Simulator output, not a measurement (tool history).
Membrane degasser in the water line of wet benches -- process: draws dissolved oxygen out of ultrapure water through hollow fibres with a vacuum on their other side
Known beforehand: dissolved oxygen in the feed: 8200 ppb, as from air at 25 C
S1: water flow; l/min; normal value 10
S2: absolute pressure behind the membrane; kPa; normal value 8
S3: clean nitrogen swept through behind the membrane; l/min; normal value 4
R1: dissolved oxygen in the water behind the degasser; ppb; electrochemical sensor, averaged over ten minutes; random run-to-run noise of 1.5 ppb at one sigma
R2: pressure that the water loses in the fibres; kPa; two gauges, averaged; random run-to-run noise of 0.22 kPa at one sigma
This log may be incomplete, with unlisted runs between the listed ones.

run 1 day=0 | S1=10 S2=8 S3=4 | R1=156.4 R2=54.83
run 2 day=2.346 | S1=10 S2=8 S3=4 | R1=157.3 R2=54.51
run 3 day=4.379 | S1=10 S2=8 S3=4 | R1=158 R2=54.84
run 4 day=5.704 | S1=10 S2=8 S3=4 | R1=155 R2=55.07
run 5 day=8.033 | S1=10 S2=8 S3=4 | R1=160.4 R2=55.21
run 6 day=10.638 | S1=9 S2=8 S3=4 | R1=132.9 R2=49.56
run 7 day=11.929 | S1=9 S2=8 S3=4 | R1=130.4 R2=49.56
run 8 day=13.112 | S1=10 S2=8 S3=5.54 | R1=151.6 R2=54.9
run 9 day=14.558 | S1=10 S2=8 S3=5.54 | R1=150.8 R2=55.13
run 10 day=16.696 | S1=10 S2=8 S3=4 | R1=158.3 R2=54.83
run 11 day=17.804 | S1=13 S2=8 S3=4 | R1=247.3 R2=71.39
run 12 day=19.438 | S1=13 S2=8 S3=4 | R1=252.6 R2=71.31
-- day=19.704 vacuum gauge calibrated
run 13 day=21.125 | S1=13 S2=8 S3=4 | R1=250.2 R2=71.79
run 14 day=22.246 | S1=12 S2=16.02 S3=3.89 | R1=283.7 R2=65.99
-- day=24.796 vacuum gauge calibrated, once more
run 15 day=24.796 | S1=8 S2=8.9 S3=4 | R1=108.7 R2=43.99
run 16 day=26.204 | S1=8 S2=8.9 S3=4 | R1=109.7 R2=44.21
run 17 day=28.667 | S1=9 S2=14.56 S3=4 | R1=166.6 R2=49.64
run 18 day=30.733 | S1=12 S2=14.56 S3=5.49 | R1=248 R2=66.75
run 19 day=32.546 | S1=11 S2=8.82 S3=6.91 | R1=178.8 R2=60.91
run 20 day=34.021 | S1=6 S2=7.07 S3=2.16 | R1=68.8 R2=33.09
run 21 day=35.671 | S1=10 S2=8 S3=3.18 | R1=163.6 R2=55.14
run 22 day=37.267 | S1=10 S2=8 S3=3.18 | R1=164.3 R2=55.03
run 23 day=38.983 | S1=10 S2=8 S3=3.58 | R1=163.2 R2=55.39
run 24 day=41.312 | S1=13 S2=7.06 S3=3.58 | R1=246.7 R2=71.95
run 25 day=42.908 | S1=12 S2=5.54 S3=2.28 | R1=213.2 R2=66.76

Here are 3 independent what-if runs from the current tool condition. What would each one return?
run A day=44.892 | S1=10 S2=8 S3=3.4 | R1=? R2=?
run B day=44.892 | S1=10 S2=11.19 S3=4.26 | R1=? R2=?
run C day=44.892 | S1=12 S2=9.23 S3=2.25 | R1=? R2=?

run=A R1=165.9 R2=55.45
run=B R1=175.9 R2=55.29
run=C R1=264.4 R2=66.21
What these runs would have given with no unlogged condition in the tool:
run=A R1=154.1 R2=54.36
run=B R1=163.8 R2=54.2
run=C R1=248.5 R2=64.9
